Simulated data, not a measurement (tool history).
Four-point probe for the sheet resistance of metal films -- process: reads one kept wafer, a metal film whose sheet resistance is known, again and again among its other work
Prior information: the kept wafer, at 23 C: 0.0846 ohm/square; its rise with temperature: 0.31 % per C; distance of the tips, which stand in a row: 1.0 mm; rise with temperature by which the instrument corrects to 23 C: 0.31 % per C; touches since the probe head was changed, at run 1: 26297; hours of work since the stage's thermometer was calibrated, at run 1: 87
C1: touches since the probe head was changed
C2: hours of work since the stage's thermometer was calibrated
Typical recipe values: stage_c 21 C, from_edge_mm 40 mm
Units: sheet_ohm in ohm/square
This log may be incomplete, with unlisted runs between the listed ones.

run 1 hour=0.0 | stage_c=21 from_edge_mm=40 | C1=26297 C2=87 | sheet_ohm=0.084574
run 2 hour=18.9 | stage_c=21 from_edge_mm=40 | C1=27145 C2=97 | sheet_ohm=0.084599
run 3 hour=40.2 | stage_c=21 from_edge_mm=40 | C1=28098 C2=109 | sheet_ohm=0.084556
run 4 hour=62.4 | stage_c=21 from_edge_mm=40 | C1=29095 C2=120 | sheet_ohm=0.084546
run 5 hour=82.7 | stage_c=21 from_edge_mm=40 | C1=30005 C2=131 | sheet_ohm=0.084548
run 6 hour=114.9 | stage_c=21 from_edge_mm=40 | C1=31449 C2=148 | sheet_ohm=0.084545
run 7 hour=131.2 | stage_c=21 from_edge_mm=40 | C1=32180 C2=157 | sheet_ohm=0.084534
run 8 hour=162.7 | stage_c=21 from_edge_mm=40 | C1=33593 C2=173 | sheet_ohm=0.084517
run 9 hour=185.6 | stage_c=33 from_edge_mm=40 | C1=34621 C2=186 | sheet_ohm=0.084496
run 10 hour=206.8 | stage_c=21 from_edge_mm=22 | C1=35571 C2=197 | sheet_ohm=0.084560
run 11 hour=223.4 | stage_c=21 from_edge_mm=22 | C1=36317 C2=206 | sheet_ohm=0.084519
run 12 hour=241.0 | stage_c=21 from_edge_mm=4 | C1=37105 C2=215 | sheet_ohm=0.087202
run 13 hour=260.9 | stage_c=21 from_edge_mm=40 | C1=38001 C2=225 | sheet_ohm=0.084490
run 14 hour=290.0 | stage_c=21 from_edge_mm=40 | C1=39302 C2=241 | sheet_ohm=0.084455
run 15 hour=307.4 | stage_c=21 from_edge_mm=40 | C1=40084 C2=250 | sheet_ohm=0.084416
run 16 hour=329.0 | stage_c=21 from_edge_mm=3 | C1=41053 C2=261 | sheet_ohm=0.089163
run 17 hour=347.2 | stage_c=21 from_edge_mm=40 | C1=41869 C2=271 | sheet_ohm=0.084439
run 18 hour=378.7 | stage_c=21 from_edge_mm=28 | C1=43283 C2=288 | sheet_ohm=0.084432
run 19 hour=406.8 | stage_c=21 from_edge_mm=28 | C1=44544 C2=303 | sheet_ohm=0.084440
-- hour=410.2 stage's thermometer calibrated
run 20 hour=426.0 | stage_c=21 from_edge_mm=10 | C1=45380 C2=8 | sheet_ohm=0.084826
run 21 hour=454.0 | stage_c=21 from_edge_mm=10 | C1=46637 C2=23 | sheet_ohm=0.084804
run 22 hour=473.2 | stage_c=21 from_edge_mm=10 | C1=47497 C2=33 | sheet_ohm=0.084815
-- hour=476.2 stage's thermometer calibrated, once more
run 23 hour=499.8 | stage_c=21 from_edge_mm=3 | C1=48669 C2=13 | sheet_ohm=0.089070
run 24 hour=521.6 | stage_c=25 from_edge_mm=17 | C1=49648 C2=24 | sheet_ohm=0.084469
run 25 hour=554.2 | stage_c=25 from_edge_mm=17 | C1=51110 C2=41 | sheet_ohm=0.084424
run 26 hour=581.9 | stage_c=31 from_edge_mm=12 | C1=52350 C2=56 | sheet_ohm=0.084575
run 27 hour=616.1 | stage_c=24 from_edge_mm=11 | C1=53885 C2=74 | sheet_ohm=0.084648
run 28 hour=641.6 | stage_c=34 from_edge_mm=5 | C1=55029 C2=88 | sheet_ohm=0.086032
run 29 hour=675.2 | stage_c=34 from_edge_mm=5 | C1=56535 C2=105 | sheet_ohm=0.085996
run 30 hour=701.8 | stage_c=31 from_edge_mm=4 | C1=57730 C2=119 | sheet_ohm=0.086927
run 31 hour=732.9 | stage_c=31 from_edge_mm=20 | C1=59124 C2=136 | sheet_ohm=0.084326
run 32 hour=767.0 | stage_c=22 from_edge_mm=13 | C1=60652 C2=154 | sheet_ohm=0.084497
run 33 hour=780.9 | stage_c=24 from_edge_mm=13 | C1=61275 C2=161 | sheet_ohm=0.084475
run 34 hour=803.1 | stage_c=26 from_edge_mm=22 | C1=62273 C2=173 | sheet_ohm=0.084270
run 35 hour=836.2 | stage_c=18 from_edge_mm=58 | C1=63755 C2=191 | sheet_ohm=0.084184
run 36 hour=865.1 | stage_c=21 from_edge_mm=22 | C1=65053 C2=206 | sheet_ohm=0.084269
run 37 hour=887.2 | stage_c=21 from_edge_mm=70 | C1=66046 C2=218 | sheet_ohm=0.084148
run 38 hour=911.6 | stage_c=25 from_edge_mm=26 | C1=67138 C2=230 | sheet_ohm=0.084200
run 39 hour=945.3 | stage_c=32 from_edge_mm=4 | C1=68649 C2=248 | sheet_ohm=0.086850
run 40 hour=964.8 | stage_c=27 from_edge_mm=71 | C1=69527 C2=259 | sheet_ohm=0.084110
run 41 hour=988.5 | stage_c=19 from_edge_mm=71 | C1=70588 C2=271 | sheet_ohm=0.084144
run 42 hour=1021.8 | stage_c=19 from_edge_mm=71 | C1=72084 C2=289 | sheet_ohm=0.084107
run 43 hour=1053.0 | stage_c=19 from_edge_mm=71 | C1=73482 C2=305 | sheet_ohm=0.084082
run 44 hour=1071.8 | stage_c=19 from_edge_mm=71 | C1=74325 C2=315 | sheet_ohm=0.084060
run 45 hour=1099.0 | stage_c=19 from_edge_mm=71 | C1=75543 C2=330 | sheet_ohm=0.084092

3 ways to go on from here, each from the tool as it stands after run 45. What would each give?
run A hour=1129.0 | stage_c=34 from_edge_mm=23 | C1=76891 C2=346 | sheet_ohm=?
run B hour=1129.0 | stage_c=22 from_edge_mm=34 | C1=76891 C2=346 | sheet_ohm=?
run C hour=1129.0 | stage_c=21 from_edge_mm=14 | C1=76891 C2=346 | sheet_ohm=?

run=A sheet_ohm=0.084132
run=B sheet_ohm=0.084105
run=C sheet_ohm=0.084271
Had the tool no hidden state, the same runs would have come out as:
run=A sheet_ohm=0.084678
run=B sheet_ohm=0.084652
run=C sheet_ohm=0.084819
